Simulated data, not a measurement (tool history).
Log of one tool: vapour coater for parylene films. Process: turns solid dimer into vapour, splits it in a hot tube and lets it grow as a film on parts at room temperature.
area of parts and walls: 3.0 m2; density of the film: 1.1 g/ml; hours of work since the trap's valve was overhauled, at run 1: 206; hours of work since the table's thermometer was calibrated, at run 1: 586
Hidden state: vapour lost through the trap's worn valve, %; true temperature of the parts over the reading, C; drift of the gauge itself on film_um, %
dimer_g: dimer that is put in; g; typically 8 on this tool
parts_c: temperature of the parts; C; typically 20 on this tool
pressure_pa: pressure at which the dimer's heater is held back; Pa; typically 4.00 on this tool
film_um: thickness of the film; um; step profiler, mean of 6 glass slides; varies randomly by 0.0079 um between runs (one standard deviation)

run	day	dimer_g	parts_c	pressure_pa	hours of work since the trap's valve was overhauled	hours of work since the table's thermometer was calibrated	film_um
1	0.000	8	20	4.00	206	586	1.552
2	2.150	8	20	4.00	234	614	1.543
3	4.712	8	20	4.00	269	649	1.529
4	7.433	8	20	4.00	305	685	1.523
5	9.304	7	20	4.00	330	710	1.342
6	11.238	8	20	6.66	356	736	1.448
7	12.754	8	20	6.66	376	756	1.438
8	14.525	8	20	4.00	399	779	1.518
9	16.379	8	20	11.26	424	804	1.350
# day 16.767: trap's valve overhauled
10	17.858	8	20	4.00	15	822	1.511
11	19.712	8	20	4.00	39	846	1.502
12	22.321	8	20	4.00	74	881	1.499
13	25.333	8	20	4.00	114	921	1.491
14	28.042	8	20	4.00	150	957	1.499
15	29.638	8	20	4.00	172	979	1.485
# day 31.567: trap's valve overhauled, once more
# day 32.408: table's thermometer calibrated
16	32.542	8	20	5.71	12	2	1.538
17	34.100	7	17	4.35	33	23	1.468
18	36.308	7	17	4.35	63	52	1.468
19	39.092	10	17	3.13	100	89	2.161
20	41.042	8	30	4.00	126	115	1.241
21	43.638	11	24	4.00	160	150	1.966
22	45.650	7	25	2.09	187	177	1.296
23	48.496	5	25	5.16	225	215	0.836
24	50.196	5	25	5.16	248	237	0.838
25	52.254	8	18	2.49	275	265	1.704
26	53.988	8	18	2.49	298	288	1.699

Alternative continuations, all from the tool just after run 26; predict every row:
A	55.275	13	32	4.00	316	305	?
B	55.275	8	20	5.31	316	305	?
C	55.275	4	21	11.68	316	305	?
D	55.275	9	24	9.32	316	305	?
E	55.275	5	12	4.00	316	305	?

run	film_um
A	1.921
B	1.509
C	0.676
D	1.464
E	1.158
With no hidden state in the tool, these same runs would have given:
run	film_um
A	1.967
B	1.545
C	0.693
D	1.500
E	1.186
